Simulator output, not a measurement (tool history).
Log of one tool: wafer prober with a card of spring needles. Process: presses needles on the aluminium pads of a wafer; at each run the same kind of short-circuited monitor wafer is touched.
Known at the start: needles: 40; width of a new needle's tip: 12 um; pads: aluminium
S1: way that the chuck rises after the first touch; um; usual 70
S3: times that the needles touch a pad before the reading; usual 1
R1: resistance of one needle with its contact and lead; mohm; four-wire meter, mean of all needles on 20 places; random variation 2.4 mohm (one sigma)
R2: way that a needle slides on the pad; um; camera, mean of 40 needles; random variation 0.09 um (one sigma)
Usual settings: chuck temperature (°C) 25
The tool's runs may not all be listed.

Run 1, hour 0: usual settings. Result: R1 465 mohm, R2 16.32 um.
At hour 1.6: tips cleaned on abrasive film.
At hour 9: tips cleaned on abrasive film.
At hour 16.4: tips cleaned on abrasive film.
At hour 23.8: tips cleaned on abrasive film.
At hour 31.3: tips cleaned on abrasive film.
At hour 38.7: tips cleaned on abrasive film.
Run 2, hour 43.3: usual settings. Result: R1 449 mohm, R2 16.42 um.
At hour 44.8: tips cleaned on abrasive film.
At hour 52.2: tips cleaned on abrasive film.
At hour 58.2: tips cleaned on abrasive film.
At hour 64.2: tips cleaned on abrasive film.
At hour 70.1: tips cleaned on abrasive film.
At hour 77.5: tips cleaned on abrasive film.
At hour 85: tips cleaned on abrasive film.
Run 3, hour 85.8: usual settings. Result: R1 334 mohm, R2 15.96 um.
At hour 91.7: tips cleaned on abrasive film.
At hour 97.7: tips cleaned on abrasive film.
At hour 105.1: tips cleaned on abrasive film.
At hour 109.8: height of the first contact set anew.
At hour 112.9: tips cleaned on abrasive film.
At hour 118.8: tips cleaned on abrasive film.
Run 4, hour 120.7: usual settings. Result: R1 379 mohm, R2 15.46 um.
At hour 125.2: tips cleaned on abrasive film.
At hour 131.1: tips cleaned on abrasive film.
At hour 137.1: tips cleaned on abrasive film.
At hour 144.5: tips cleaned on abrasive film.
At hour 151.9: tips cleaned on abrasive film.
At hour 157.9: tips cleaned on abrasive film.
Run 5, hour 161.8: usual settings. Result: R1 456 mohm, R2 15.29 um.
At hour 164.8: tips cleaned on abrasive film.
At hour 170.8: tips cleaned on abrasive film.
At hour 176.7: tips cleaned on abrasive film.
At hour 182.7: tips cleaned on abrasive film.
Run 6, hour 187.5: usual settings. Result: R1 499 mohm, R2 15.33 um.
At hour 189: tips cleaned on abrasive film.
At hour 196.5: tips cleaned on abrasive film.
At hour 202.4: tips cleaned on abrasive film.
At hour 209.8: tips cleaned on abrasive film.
At hour 215.8: tips cleaned on abrasive film.
Run 7, hour 216.1: usual settings. Result: R1 312 mohm, R2 15.13 um.
At hour 222.1: tips cleaned on abrasive film.
At hour 223.8: height of the first contact set anew, once more.
At hour 228.3: tips cleaned on abrasive film.
At hour 234.3: tips cleaned on abrasive film.
At hour 241.7: tips cleaned on abrasive film.
Run 8, hour 243.6: usual settings. Result: R1 365 mohm, R2 16.79 um.
At hour 248.1: tips cleaned on abrasive film.
At hour 254: tips cleaned on abrasive film.
At hour 260: tips cleaned on abrasive film.
At hour 267.4: tips cleaned on abrasive film.
At hour 273.4: tips cleaned on abrasive film.
At hour 280.8: tips cleaned on abrasive film.
At hour 286.8: tips cleaned on abrasive film.
Run 9, hour 291: usual settings but chuck temperature (°C) 84. Result: R1 461 mohm, R2 16.53 um.
At hour 294: tips cleaned on abrasive film.
At hour 300: tips cleaned on abrasive film.
At hour 306: tips cleaned on abrasive film.
At hour 311.9: tips cleaned on abrasive film.
At hour 317.9: tips cleaned on abrasive film.
Run 10, hour 318: usual settings but chuck temperature (°C) 84. Result: R1 319 mohm, R2 16.39 um.
At hour 323.9: tips cleaned on abrasive film.
At hour 329.9: tips cleaned on abrasive film.
At hour 337.3: tips cleaned on abrasive film.
At hour 343.3: tips cleaned on abrasive film.
At hour 349.2: tips cleaned on abrasive film.
Run 11, hour 354: usual settings but chuck temperature (°C) 84. Result: R1 486 mohm, R2 16.35 um.
At hour 355.6: tips cleaned on abrasive film.
At hour 361.5: tips cleaned on abrasive film.
At hour 367.5: tips cleaned on abrasive film.
At hour 373.5: tips cleaned on abrasive film.
At hour 380.9: tips cleaned on abrasive film.
At hour 388.3: tips cleaned on abrasive film.
Run 12, hour 390.1: usual settings but S1 78 um. Result: R1 352 mohm, R2 18.05 um.
At hour 394.6: tips cleaned on abrasive film.
At hour 402: tips cleaned on abrasive film.
At hour 408: tips cleaned on abrasive film.
At hour 413.9: tips cleaned on abrasive film.
At hour 421.3: tips cleaned on abrasive film.
At hour 428.8: tips cleaned on abrasive film.
At hour 434.7: tips cleaned on abrasive film.
Run 13, hour 438.5: usual settings but S1 78 um. Result: R1 428 mohm, R2 17.99 um.
At hour 441.5: tips cleaned on abrasive film.
At hour 447.5: tips cleaned on abrasive film.
At hour 453.5: tips cleaned on abrasive film.
At hour 459.4: tips cleaned on abrasive film.
At hour 466.8: tips cleaned on abrasive film.
At hour 472.8: tips cleaned on abrasive film.
At hour 477.5: height of the first contact set anew.
At hour 479.1: tips cleaned on abrasive film.
At hour 485: tips cleaned on abrasive film.
At hour 491: tips cleaned on abrasive film.
Run 14, hour 493.2: usual settings but S1 71 um. Result: R1 382 mohm, R2 17.2 um.
At hour 497.7: tips cleaned on abrasive film.
At hour 503.6: tips cleaned on abrasive film.
At hour 511.1: tips cleaned on abrasive film.
At hour 517: tips cleaned on abrasive film.
At hour 523: tips cleaned on abrasive film.
At hour 530.4: tips cleaned on abrasive film.
At hour 536.4: tips cleaned on abrasive film.
Run 15, hour 539.5: usual settings but S1 63 um, chuck temperature (°C) 62, S3 3. Result: R1 371 mohm, R2 14.88 um.
At hour 542.5: tips cleaned on abrasive film.
At hour 548.5: tips cleaned on abrasive film.
At hour 554.4: tips cleaned on abrasive film.
At hour 561.8: tips cleaned on abrasive film.
At hour 567.8: tips cleaned on abrasive film.
At hour 575.2: tips cleaned on abrasive film.
Run 16, hour 579.4: usual settings but S1 88 um. Result: R1 414 mohm, R2 20.81 um.
At hour 582.4: tips cleaned on abrasive film.
At hour 589.8: tips cleaned on abrasive film.
At hour 597.3: tips cleaned on abrasive film.
At hour 603.2: tips cleaned on abrasive film.
Run 17, hour 608.3: usual settings but S1 88 um, chuck temperature (°C) 94, S3 2. Result: R1 379 mohm, R2 20.82 um.
At hour 609.9: tips cleaned on abrasive film.
At hour 615.8: tips cleaned on abrasive film.
At hour 623.2: tips cleaned on abrasive film.
At hour 629.2: tips cleaned on abrasive film.
At hour 636.6: tips cleaned on abrasive film.
At hour 644: tips cleaned on abrasive film.
Run 18, hour 645: usual settings but S1 50 um, chuck temperature (°C) 40, S3 2. Result: R1 388 mohm, R2 11.27 um.
At hour 651: tips cleaned on abrasive film.
At hour 658.4: tips cleaned on abrasive film.
At hour 665.8: tips cleaned on abrasive film.
At hour 673.2: tips cleaned on abrasive film.
At hour 679.2: tips cleaned on abrasive film.
At hour 686.6: tips cleaned on abrasive film.
Run 19, hour 690.6: usual settings but S1 89 um, chuck temperature (°C) 40, S3 2. Result: R1 369 mohm, R2 20.69 um.
At hour 693.7: tips cleaned on abrasive film.
At hour 699.6: tips cleaned on abrasive film.
At hour 705.6: tips cleaned on abrasive film.
At hour 711.5: tips cleaned on abrasive film.
At hour 719: tips cleaned on abrasive film.
Run 20, hour 722.7: usual settings but S3 3. Result: R1 360 mohm, R2 15.82 um.
At hour 725.7: tips cleaned on abrasive film.
At hour 731.6: tips cleaned on abrasive film.
At hour 731.9: height of the first contact set anew.
At hour 737.9: tips cleaned on abrasive film.
At hour 745.3: tips cleaned on abrasive film.
At hour 751.3: tips cleaned on abrasive film.
At hour 758.7: tips cleaned on abrasive film.
At hour 766.1: tips cleaned on abrasive film.
Run 21, hour 767.3: usual settings but chuck temperature (°C) 75. Result: R1 394 mohm, R2 16.75 um.
At hour 773.3: tips cleaned on abrasive film.
At hour 779.3: tips cleaned on abrasive film.
At hour 786.7: tips cleaned on abrasive film.
At hour 792.6: tips cleaned on abrasive film.
At hour 798.6: tips cleaned on abrasive film.
Run 22, hour 798.7: usual settings but chuck temperature (°C) 61. Result: R1 322 mohm, R2 16.69 um.
At hour 804.7: tips cleaned on abrasive film.
At hour 812.1: tips cleaned on abrasive film.
At hour 818.1: tips cleaned on abrasive film.
At hour 824: tips cleaned on abrasive film.
At hour 831.5: tips cleaned on abrasive film.
At hour 837.4: tips cleaned on abrasive film.
At hour 844.8: tips cleaned on abrasive film.
At hour 856.8: card fitted with new needles.
Run 23, hour 857.9: usual settings but chuck temperature (°C) 61. Result: R1 301 mohm, R2 16.79 um.

Forecast each of these 3 alternatives for the next run:
At hour 863.9: tips cleaned on abrasive film.
At hour 869.8: tips cleaned on abrasive film.
At hour 875.8: tips cleaned on abrasive film.
At hour 881.8: tips cleaned on abrasive film.
At hour 887.7: tips cleaned on abrasive film.
Run A, hour 891: usual settings but chuck temperature (°C) 61, S3 2. Result: R1 ?, R2 ?.
At hour 863.9: tips cleaned on abrasive film.
At hour 869.8: tips cleaned on abrasive film.
At hour 875.8: tips cleaned on abrasive film.
At hour 881.8: tips cleaned on abrasive film.
At hour 887.7: tips cleaned on abrasive film.
Run B, hour 891: usual settings but chuck temperature (°C) 77. Result: R1 ?, R2 ?.
At hour 863.9: tips cleaned on abrasive film.
At hour 869.8: tips cleaned on abrasive film.
At hour 875.8: tips cleaned on abrasive film.
At hour 881.8: tips cleaned on abrasive film.
At hour 887.7: tips cleaned on abrasive film.
Run C, hour 891: usual settings but S1 72 um, chuck temperature (°C) 45, S3 3. Result: R1 ?, R2 ?.

run   R1     R2
  A  314  16.66
  B  341  16.71
  C  295  17.16
Without the tool's hidden state the same runs would have given:
run   R1     R2
  A  280   16.8
  B  285  16.85
  C  275   17.3
